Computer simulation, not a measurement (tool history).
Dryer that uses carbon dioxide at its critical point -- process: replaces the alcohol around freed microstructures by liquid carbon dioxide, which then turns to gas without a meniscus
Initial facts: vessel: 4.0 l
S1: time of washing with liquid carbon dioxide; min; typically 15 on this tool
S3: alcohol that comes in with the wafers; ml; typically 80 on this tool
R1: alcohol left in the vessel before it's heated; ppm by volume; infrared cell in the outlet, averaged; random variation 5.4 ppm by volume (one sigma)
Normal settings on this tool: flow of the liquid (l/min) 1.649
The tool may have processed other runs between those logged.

{"run": 1, "hour": 0.0, "S1": 15, "flow of the liquid (l/min)": 1.649, "S3": 80, "R1": 219}
{"run": 2, "hour": 27.9, "S1": 15, "flow of the liquid (l/min)": 1.649, "S3": 80, "R1": 234}
{"run": 3, "hour": 47.3, "S1": 15, "flow of the liquid (l/min)": 1.649, "S3": 91, "R1": 262}
{"run": 4, "hour": 58.9, "S1": 15, "flow of the liquid (l/min)": 1.649, "S3": 91, "R1": 256}
{"run": 5, "hour": 86.1, "S1": 15, "flow of the liquid (l/min)": 1.649, "S3": 91, "R1": 284}
{"run": 6, "hour": 104.5, "S1": 15, "flow of the liquid (l/min)": 1.649, "S3": 91, "R1": 280}
{"run": 7, "hour": 116.4, "S1": 15, "flow of the liquid (l/min)": 1.649, "S3": 91, "R1": 274}
{"run": 8, "hour": 138.0, "S1": 15, "flow of the liquid (l/min)": 1.649, "S3": 91, "R1": 276}
{"run": 9, "hour": 154.3, "S1": 15, "flow of the liquid (l/min)": 1.649, "S3": 80, "R1": 252}
{"hour": 160.7, "done": "inlet filter changed"}
{"run": 10, "hour": 169.0, "S1": 15, "flow of the liquid (l/min)": 1.649, "S3": 80, "R1": 158}
{"run": 11, "hour": 189.3, "S1": 15, "flow of the liquid (l/min)": 2.42, "S3": 80, "R1": 50}
{"run": 12, "hour": 204.3, "S1": 15, "flow of the liquid (l/min)": 2.42, "S3": 80, "R1": 32}
{"run": 13, "hour": 227.0, "S1": 15, "flow of the liquid (l/min)": 2.42, "S3": 80, "R1": 27}
{"run": 14, "hour": 244.0, "S1": 15, "flow of the liquid (l/min)": 2.42, "S3": 80, "R1": 41}
{"run": 15, "hour": 258.1, "S1": 15, "flow of the liquid (l/min)": 2.42, "S3": 80, "R1": 45}
{"run": 16, "hour": 282.3, "S1": 15, "flow of the liquid (l/min)": 1.649, "S3": 70, "R1": 156}
{"run": 17, "hour": 307.2, "S1": 15, "flow of the liquid (l/min)": 1.649, "S3": 70, "R1": 163}
{"run": 18, "hour": 332.9, "S1": 13, "flow of the liquid (l/min)": 1.27, "S3": 39, "R1": 427}
{"run": 19, "hour": 348.5, "S1": 18, "flow of the liquid (l/min)": 1.15, "S3": 61, "R1": 320}
{"run": 20, "hour": 373.8, "S1": 18, "flow of the liquid (l/min)": 1.15, "S3": 61, "R1": 306}
{"run": 21, "hour": 391.2, "S1": 18, "flow of the liquid (l/min)": 1.63, "S3": 36, "R1": 50}
{"run": 22, "hour": 411.7, "S1": 15, "flow of the liquid (l/min)": 1.82, "S3": 73, "R1": 125}
{"run": 23, "hour": 424.6, "S1": 15, "flow of the liquid (l/min)": 2.18, "S3": 105, "R1": 84}
{"run": 24, "hour": 447.3, "S1": 15, "flow of the liquid (l/min)": 2.18, "S3": 105, "R1": 73}

Branching from run 24: 3 alternative next runs. What would each branch give?
{"run": "A", "hour": 471.2, "S1": 15, "flow of the liquid (l/min)": 1.66, "S3": 23, "R1": "?"}
{"run": "B", "hour": 471.2, "S1": 15, "flow of the liquid (l/min)": 1.11, "S3": 30, "R1": "?"}
{"run": "C", "hour": 471.2, "S1": 23, "flow of the liquid (l/min)": 2.18, "S3": 48, "R1": "?"}

run=A R1=72
run=B R1=366
run=C R1=27
Stripped of hidden state, with their random variation kept, the same runs would have yielded:
run=A R1=35
run=B R1=277
run=C R1=2

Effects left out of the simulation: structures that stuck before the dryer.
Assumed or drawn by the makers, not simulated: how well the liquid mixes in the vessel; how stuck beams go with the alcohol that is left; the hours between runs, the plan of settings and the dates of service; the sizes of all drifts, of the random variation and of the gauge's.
